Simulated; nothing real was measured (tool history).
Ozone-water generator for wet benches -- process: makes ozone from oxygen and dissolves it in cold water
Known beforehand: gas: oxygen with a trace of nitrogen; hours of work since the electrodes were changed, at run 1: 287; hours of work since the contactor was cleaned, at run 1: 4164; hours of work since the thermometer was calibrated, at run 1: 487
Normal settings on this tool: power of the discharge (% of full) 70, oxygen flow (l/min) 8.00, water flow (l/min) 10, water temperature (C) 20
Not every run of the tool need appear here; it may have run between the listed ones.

run   hour  power of the discharge (% of full)  oxygen flow (l/min)  water flow (l/min)  water temperature (C)  hours of work since the electrodes were changed  hours of work since the contactor was cleaned  hours of work since the thermometer was calibrated  dissolved ozone (ppm)  ozone in the gas ahead of the water (g/m3)
  1    0.0                                  70                 8.00                  10                     20                                              287                                           4164                                                 487                   42.5                                       240.1
  2   27.9                                  70                 8.00                  10                     20                                              310                                           4187                                                 510                   42.2                                       239.2
  3   41.6                                  70                 8.00                  10                     20                                              321                                           4198                                                 521                   42.1                                       238.7
  4   70.6                                  70                 8.00                  10                     12                                              344                                           4221                                                 544                   51.0                                       239.5
  5   88.7                                  70                 8.00                  10                     12                                              358                                           4236                                                 559                   51.0                                       239.5
  6  111.9                                  70                 8.00                  10                     15                                              377                                           4254                                                 577                   47.9                                       239.6
  7  125.8                                  70                 8.00                  10                     15                                              388                                           4265                                                 589                   47.5                                       239.3
  8  151.8                                  70                 8.00                  10                     15                                              409                                           4286                                                 610                   47.6                                       239.0
  9  182.1                                  70                 8.00                  10                     14                                              434                                           4311                                                 634                   48.6                                       240.4
 10  196.8                                  70                 8.00                  10                     14                                              446                                           4323                                                 646                   48.7                                       239.8
 11  214.3                                  70                 8.00                   7                     20                                              460                                           4337                                                 660                   48.2                                       238.7
 12  243.9                                  70                 8.00                   7                     20                                              484                                           4361                                                 684                   47.9                                       238.7
 13  261.5                                  70                11.66                  10                     14                                              498                                           4375                                                 698                   41.1                                       183.7
 14  283.3                                  92                 5.79                  11                     14                                              515                                           4392                                                 715                   58.9                                       345.1
 15  298.8                                  92                 5.79                  11                     16                                              528                                           4405                                                 728                   56.2                                       345.6
 16  316.1                                  60                 5.79                  11                     16                                              542                                           4419                                                 742                   45.7                                       274.7
 17  336.7                                  60                 5.79                  11                     16                                              558                                           4435                                                 759                   46.0                                       277.6
 18  362.1                                  60                 5.79                  11                     22                                              579                                           4456                                                 779                   40.4                                       275.8
 19  383.7                                  56                 8.00                  12                     23                                              596                                           4473                                                 796                   32.8                                       213.4
 20  410.4                                  56                 8.00                  12                     23                                              618                                           4495                                                 818                   32.7                                       210.9
 21  431.1                                  56                 8.00                  12                     23                                              634                                           4511                                                 835                   32.3                                       215.0

Forecast each of these 3 alternatives for the next run:
  A  445.2                                  59                 4.40                  12                     15                                              646                                           4523                                                 846                      ?                                           ?
  B  445.2                                  56                 8.00                  12                     25                                              646                                           4523                                                 846                      ?                                           ?
  C  445.2                                  56                 4.66                  13                     23                                              646                                           4523                                                 846                      ?                                           ?

run  dissolved ozone (ppm)  ozone in the gas ahead of the water (g/m3)
  A                   47.1                                       331.7
  B                   30.7                                       209.5
  C                   37.6                                       310.5
Had the tool no hidden state, the same runs would have come out as:
run  dissolved ozone (ppm)  ozone in the gas ahead of the water (g/m3)
  A                   49.9                                       336.9
  B                   32.6                                       212.8
  C                   39.8                                       315.2
